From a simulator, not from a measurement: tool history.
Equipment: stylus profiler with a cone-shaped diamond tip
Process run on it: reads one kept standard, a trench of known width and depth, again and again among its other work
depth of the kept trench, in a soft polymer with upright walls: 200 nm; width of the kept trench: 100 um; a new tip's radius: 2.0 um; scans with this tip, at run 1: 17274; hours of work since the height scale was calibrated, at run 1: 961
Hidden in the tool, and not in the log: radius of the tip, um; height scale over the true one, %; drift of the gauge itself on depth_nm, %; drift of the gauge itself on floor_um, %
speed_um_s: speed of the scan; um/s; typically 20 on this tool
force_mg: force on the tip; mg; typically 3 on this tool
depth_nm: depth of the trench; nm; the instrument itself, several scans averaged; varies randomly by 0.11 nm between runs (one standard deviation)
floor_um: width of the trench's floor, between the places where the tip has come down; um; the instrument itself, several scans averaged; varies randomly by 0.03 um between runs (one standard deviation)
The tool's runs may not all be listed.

| run | hour | speed_um_s | force_mg | scans with this tip | hours of work since the height scale was calibrated | depth_nm | floor_um |
|---|---|---|---|---|---|---|---|
| 1 | 0 | 20 | 3 | 17274 | 961 | 202 | 97.75 |
| 2 | 103 | 32 | 3 | 17672 | 1037 | 202.05 | 97.76 |
| 3 | 200.6 | 20 | 3 | 18049 | 1110 | 201.73 | 97.72 |
| 4 | 306.1 | 60 | 3 | 18456 | 1188 | 201.82 | 97.63 |
| 5 | 389 | 14 | 3 | 18777 | 1250 | 201.87 | 97.81 |
| 6 | 439.7 | 20 | 3 | 18972 | 1287 | 201.68 | 97.83 |
| 7 | 490.8 | 20 | 3 | 19170 | 1325 | 201.72 | 97.77 |
| 8 | 606.2 | 20 | 3 | 19615 | 1411 | 201.59 | 97.72 |
| 9 | 717.7 | 20 | 3 | 20046 | 1494 | 201.47 | 97.69 |
| 10 | 837.3 | 20 | 3 | 20508 | 1583 | 201.51 | 97.71 |
| 11 | 924.7 | 20 | 3 | 20846 | 1648 | 201.2 | 97.7 |
| 12 | 1041.8 | 20 | 3 | 21298 | 1735 | 201.43 | 97.71 |
| 13 | 1094.2 | 20 | 3 | 21501 | 1774 | 201.45 | 97.66 |
| 14 | 1163.2 | 20 | 3 | 21767 | 1825 | 201.41 | 97.66 |
| 15 | 1263.3 | 14 | 3 | 22154 | 1899 | 201.26 | 97.68 |
| 16 | 1383.3 | 35 | 3 | 22617 | 1988 | 201.18 | 97.55 |
| 17 | 1461.8 | 35 | 3 | 22920 | 2047 | 201.15 | 97.6 |
| 18 | 1568.9 | 35 | 3 | 23334 | 2126 | 201.08 | 97.59 |
| 19 | 1686.6 | 35 | 3 | 23789 | 2214 | 200.87 | 97.58 |
|  | 1730.5 | height scale calibrated on a step standard |
| 20 | 1764.9 | 6 | 3 | 24089 | 26 | 199.69 | 97.71 |
| 21 | 1818.6 | 6 | 3 | 24296 | 65 | 199.65 | 97.66 |
| 22 | 1886 | 11 | 3 | 24557 | 116 | 199.84 | 97.61 |
| 23 | 1973.1 | 11 | 3 | 24893 | 180 | 199.79 | 97.69 |
| 24 | 2082.1 | 28 | 3 | 25314 | 261 | 199.67 | 97.56 |
|  | 2128.3 | height scale calibrated on a step standard, once more |
| 25 | 2162.9 | 18 | 2.6 | 25624 | 26 | 202.58 | 97.55 |
| 26 | 2227.5 | 55 | 3 | 25874 | 74 | 202.81 | 97.47 |
| 27 | 2276.8 | 10 | 8.79 | 26064 | 110 | 205.94 | 97.61 |
| 28 | 2370.3 | 25 | 2.71 | 26426 | 180 | 202.78 | 97.51 |
| 29 | 2481.4 | 38 | 1.37 | 26855 | 262 | 201.4 | 97.49 |
| 30 | 2586.9 | 11 | 2.03 | 27262 | 341 | 201.88 | 97.61 |
| 31 | 2679.2 | 54 | 8.64 | 27619 | 409 | 205.51 | 97.57 |
| 32 | 2780.4 | 54 | 8.64 | 28010 | 484 | 205.51 | 97.48 |
| 33 | 2901.1 | 33 | 2.01 | 28476 | 574 | 201.71 | 97.52 |
| 34 | 3001.5 | 38 | 1.3 | 28864 | 649 | 201.05 | 97.41 |
| 35 | 3069.1 | 56 | 2.66 | 29125 | 699 | 202.06 | 97.38 |
| 36 | 3146.4 | 56 | 2.66 | 29424 | 756 | 202.22 | 97.47 |
| 37 | 3231.8 | 56 | 2.66 | 29753 | 820 | 201.84 | 97.35 |
| 38 | 3338.6 | 16 | 4.8 | 30166 | 899 | 203.25 | 97.53 |
| 39 | 3425 | 16 | 4.8 | 30500 | 963 | 203.11 | 97.52 |
| 40 | 3500.8 | 28 | 6.93 | 30793 | 1020 | 204.09 | 97.45 |
| 41 | 3617.9 | 28 | 6.93 | 31245 | 1107 | 204.08 | 97.5 |
| 42 | 3686.5 | 72 | 1.68 | 31510 | 1158 | 200.81 | 97.2 |
| 43 | 3780.4 | 15 | 4.93 | 31873 | 1227 | 202.93 | 97.49 |
| 44 | 3879 | 9 | 8.6 | 32253 | 1301 | 204.6 | 97.43 |
| 45 | 3938.4 | 74 | 1.57 | 32483 | 1345 | 200.75 | 97.12 |

Hidden condition of the tool, last listed run before each entry between runs versus first listed run after:
After run 19, before run 20: height scale calibrated on a step standard (hour 1730.5)
  radius of the tip, um: 3.42 -> 3.44; height scale over the true one, %: -0.964 -> -1.501
  what was measured, less what the result would be without the hidden state, depth_nm: -1.95 -> -3.04 nm; floor_um: -0.56 -> -0.57 um
After run 24, before run 25: height scale calibrated on a step standard, once more (hour 2128.3)
  radius of the tip, um: 3.52 -> 3.54; height scale over the true one, %: -1.599 -> -0.039
  what was measured, less what the result would be without the hidden state, depth_nm: -3.24 -> -0.08 nm; floor_um: -0.6 -> -0.6 um
